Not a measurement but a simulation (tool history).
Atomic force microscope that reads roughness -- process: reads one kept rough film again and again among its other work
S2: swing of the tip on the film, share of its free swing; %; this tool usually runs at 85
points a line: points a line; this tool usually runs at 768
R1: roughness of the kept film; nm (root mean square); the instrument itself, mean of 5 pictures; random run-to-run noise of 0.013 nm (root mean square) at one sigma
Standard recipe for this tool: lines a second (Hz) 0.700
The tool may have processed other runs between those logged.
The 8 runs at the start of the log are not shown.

{"day": 13.012, "done": "new tip fitted"}
{"run": 9, "day": 13.583, "lines a second (Hz)": 0.7, "S2": 85, "points a line": 768, "R1": 3.079}
{"run": 10, "day": 15.362, "lines a second (Hz)": 0.7, "S2": 85, "points a line": 768, "R1": 2.948}
{"run": 11, "day": 16.854, "lines a second (Hz)": 1.273, "S2": 85, "points a line": 768, "R1": 2.649}
{"run": 12, "day": 18.883, "lines a second (Hz)": 0.7, "S2": 85, "points a line": 667, "R1": 2.719}
{"run": 13, "day": 20.038, "lines a second (Hz)": 0.7, "S2": 85, "points a line": 667, "R1": 2.627}
{"run": 14, "day": 21.742, "lines a second (Hz)": 0.7, "S2": 85, "points a line": 585, "R1": 2.553}
{"run": 15, "day": 22.771, "lines a second (Hz)": 0.7, "S2": 87, "points a line": 768, "R1": 2.452}
{"run": 16, "day": 24.262, "lines a second (Hz)": 0.7, "S2": 85, "points a line": 768, "R1": 2.399}
{"day": 25.462, "done": "new tip fitted"}
{"run": 17, "day": 26.496, "lines a second (Hz)": 0.7, "S2": 85, "points a line": 768, "R1": 3.089}
{"day": 26.721, "done": "height scale calibrated on a step standard"}
{"run": 18, "day": 28.125, "lines a second (Hz)": 2.322, "S2": 86, "points a line": 444, "R1": 2.367}
{"run": 19, "day": 30.025, "lines a second (Hz)": 2.322, "S2": 86, "points a line": 444, "R1": 2.296}
{"run": 20, "day": 31.608, "lines a second (Hz)": 0.537, "S2": 56, "points a line": 582, "R1": 2.897}
{"run": 21, "day": 32.733, "lines a second (Hz)": 0.599, "S2": 74, "points a line": 270, "R1": 2.744}
{"run": 22, "day": 34.929, "lines a second (Hz)": 0.7, "S2": 73, "points a line": 288, "R1": 2.57}

Estimate the outcome of run 23 from the log above:
{"run": 23, "day": 36.279, "lines a second (Hz)": 0.7, "S2": 55, "points a line": 542, "R1": "?"}

Run 23 came out at R1 2.637 nm (root mean square).
Minus the tool's unlogged condition, the same run would have read R1 3.458 nm (root mean square).
